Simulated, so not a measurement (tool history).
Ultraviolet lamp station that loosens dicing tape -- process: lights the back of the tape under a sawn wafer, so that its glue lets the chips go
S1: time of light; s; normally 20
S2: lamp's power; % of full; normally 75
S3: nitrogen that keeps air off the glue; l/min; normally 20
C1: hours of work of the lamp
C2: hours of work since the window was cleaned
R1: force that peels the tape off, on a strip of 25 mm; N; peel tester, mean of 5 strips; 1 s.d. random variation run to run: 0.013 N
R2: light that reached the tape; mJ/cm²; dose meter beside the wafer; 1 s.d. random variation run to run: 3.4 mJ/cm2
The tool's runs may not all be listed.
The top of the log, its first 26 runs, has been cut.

run    hour  S1  S2  S3   C1   C2     R1   R2
 27  1666.6  23  70  12  696  454  1.404  444
 28  1722.3  11  70  22  736  495    2.8  211
 29  1779.2  11  72  11  777  536  3.672  210
 30  1826.3  11  72  11  811  570  3.649  205
 31  1883.3  29  72  16  852  611  0.791  528
 32  1947.2  23  82   8  898  657  1.618  460
     1986.9  -- window cleaned of glue's vapour
 33    2008  39  74   9  941   15  0.615  730
 34  2060.1  32  89   9  979   53  0.711  704
     2116.1  -- lamp changed
 35  2130.8  20  95  11   11  103  0.593  700
 36  2219.4  14  95  11   74  167  1.294  476
 37    2294  14  95  11  128  221  1.345  459
 38  2339.1  23  75  20  161  253  0.509  595
 39    2403  20  69   9  207  299  1.541  462

What if the next run were any one of these 3? Each begins from the tool's condition after run 39:
  A  2468.2  27  69   8  254  346   ?   ?
  B  2468.2  14  81   9  254  346   ?   ?
  C  2468.2  18  69  28  254  346   ?   ?

run     R1   R2
  A  1.026  625
  B  2.062  374
  C  0.841  408
What these runs would have given with no unlogged condition in the tool:
run     R1   R2
  A  0.801  706
  B  1.738  423
  C  0.647  462
